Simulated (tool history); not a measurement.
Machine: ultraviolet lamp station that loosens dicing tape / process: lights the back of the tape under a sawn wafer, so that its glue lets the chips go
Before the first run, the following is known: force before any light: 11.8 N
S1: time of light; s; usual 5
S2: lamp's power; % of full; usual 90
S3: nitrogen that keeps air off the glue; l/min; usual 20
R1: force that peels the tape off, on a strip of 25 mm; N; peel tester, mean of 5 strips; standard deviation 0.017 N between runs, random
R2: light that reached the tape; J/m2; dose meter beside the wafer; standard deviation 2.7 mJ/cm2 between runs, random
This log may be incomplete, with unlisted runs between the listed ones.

{"run": 1, "day": 0.0, "S1": 5, "S2": 90, "S3": 20, "R1": 1.464, "R2": 2840}
{"run": 2, "day": 1.658, "S1": 5, "S2": 90, "S3": 20, "R1": 1.476, "R2": 2830}
{"day": 3.629, "done": "window cleaned of glue's vapour"}
{"run": 3, "day": 4.171, "S1": 5, "S2": 94, "S3": 20, "R1": 1.254, "R2": 3020}
{"run": 4, "day": 6.462, "S1": 8, "S2": 90, "S3": 20, "R1": 0.522, "R2": 4520}
{"run": 5, "day": 8.592, "S1": 8, "S2": 90, "S3": 20, "R1": 0.559, "R2": 4430}
{"run": 6, "day": 12.033, "S1": 8, "S2": 90, "S3": 20, "R1": 0.603, "R2": 4300}
{"run": 7, "day": 14.692, "S1": 5, "S2": 90, "S3": 20, "R1": 1.735, "R2": 2590}
{"run": 8, "day": 16.3, "S1": 5, "S2": 90, "S3": 20, "R1": 1.811, "R2": 2520}
{"run": 9, "day": 18.221, "S1": 5, "S2": 90, "S3": 21, "R1": 1.757, "R2": 2490}
{"day": 19.088, "done": "lamp changed"}
{"run": 10, "day": 21.612, "S1": 6, "S2": 90, "S3": 20, "R1": 0.629, "R2": 4220}
{"run": 11, "day": 25.262, "S1": 6, "S2": 90, "S3": 20, "R1": 0.672, "R2": 4080}
{"run": 12, "day": 26.979, "S1": 5, "S2": 90, "S3": 12, "R1": 1.5, "R2": 3310}
{"run": 13, "day": 28.871, "S1": 5, "S2": 90, "S3": 12, "R1": 1.624, "R2": 3260}
{"run": 14, "day": 30.579, "S1": 5, "S2": 90, "S3": 12, "R1": 1.596, "R2": 3240}
{"run": 15, "day": 32.658, "S1": 5, "S2": 90, "S3": 12, "R1": 1.731, "R2": 3140}
{"day": 33.775, "done": "window cleaned of glue's vapour"}
{"run": 16, "day": 34.667, "S1": 5, "S2": 90, "S3": 12, "R1": 1.599, "R2": 3300}
{"run": 17, "day": 37.808, "S1": 5, "S2": 90, "S3": 12, "R1": 1.673, "R2": 3130}
{"run": 18, "day": 41.258, "S1": 5, "S2": 84, "S3": 12, "R1": 2.036, "R2": 2810}
{"run": 19, "day": 44.592, "S1": 5, "S2": 90, "S3": 9, "R1": 2.269, "R2": 2940}
{"run": 20, "day": 46.883, "S1": 5, "S2": 90, "S3": 12, "R1": 2.005, "R2": 2850}
{"run": 21, "day": 49.921, "S1": 5, "S2": 90, "S3": 12, "R1": 2.153, "R2": 2710}
{"run": 22, "day": 52.204, "S1": 6, "S2": 90, "S3": 12, "R1": 1.662, "R2": 3180}
{"run": 23, "day": 54.808, "S1": 6, "S2": 90, "S3": 12, "R1": 1.764, "R2": 3080}
{"run": 24, "day": 57.862, "S1": 4, "S2": 83, "S3": 20, "R1": 2.997, "R2": 1820}
{"run": 25, "day": 60.138, "S1": 4, "S2": 83, "S3": 20, "R1": 3.095, "R2": 1760}

Forecast run 26:
{"run": 26, "day": 62.875, "S1": 4, "S2": 83, "S3": 20, "R1": "?", "R2": "?"}

Run 26 gave R1 3.234 N, R2 1670 J/m2.
With the hidden condition absent and the run-to-run variation left alone, this run would have shown R1 1.523 N, R2 2730 J/m2.
